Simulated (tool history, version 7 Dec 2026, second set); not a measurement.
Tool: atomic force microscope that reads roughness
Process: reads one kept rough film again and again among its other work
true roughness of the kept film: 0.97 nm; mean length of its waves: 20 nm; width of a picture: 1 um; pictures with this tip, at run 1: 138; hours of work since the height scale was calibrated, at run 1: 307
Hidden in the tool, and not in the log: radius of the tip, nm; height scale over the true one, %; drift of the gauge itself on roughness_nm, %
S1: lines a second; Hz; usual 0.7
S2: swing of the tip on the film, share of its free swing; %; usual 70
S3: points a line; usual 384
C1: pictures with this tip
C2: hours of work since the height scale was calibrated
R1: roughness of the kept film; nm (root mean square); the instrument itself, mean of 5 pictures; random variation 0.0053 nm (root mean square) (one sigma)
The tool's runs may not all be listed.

run   hour     S1  S2   S3   C1   C2     R1
  1      0    0.7  70  384  138  307   0.83
  2   13.7    0.7  70  384  151  313  0.826
  3     25    0.7  70  384  162  318  0.834
  4   41.6    0.7  70  287  179  325   0.82
  5   56.1    0.7  70  304  193  331   0.81
  6   65.5    0.7  70  304  202  335  0.805
  7   80.3  0.537  70  384  217  341   0.82
      83.2  -- height scale calibrated on a step standard
  8   94.2  0.537  70  384  229    5  0.817
  9  113.3  0.537  70  384  248   13  0.815
 10  127.1  0.537  70  384  262   18   0.81
 11  143.2  2.076  86  384  278   25  0.658
 12  164.6  1.493  59  448  299   34  0.804
 13  177.6  1.493  59  448  311   40  0.792
     184.4  -- new tip fitted
     192.1  -- height scale calibrated on a step standard, once more
 14  198.7  1.493  59  448   13    3  0.875
 15  213.3    0.7  70  627   27    9  0.865
 16  225.2  3.631  61  472   39   14  0.798
 17  238.4  3.631  61  472   52   20  0.806

Hidden state at the last listed run before each entry between runs and at the first one after, where it differs:
Between runs 7 and 8: height scale calibrated on a step standard (hour 83.2)
  radius of the tip, nm: 13.2 -> 13.6; height scale over the true one, %: 0.37 -> 0.58
  measured less the result without the state, R1: -0.059 -> -0.059 nm (root mean square)
Between runs 13 and 14: new tip fitted (hour 184.4); height scale calibrated on a step standard, once more (hour 192.1)
  radius of the tip, nm: 16.3 -> 5.5; height scale over the true one, %: 0.62 -> -0.07
  measured less the result without the state, R1: -0.076 -> -0.005 nm (root mean square)
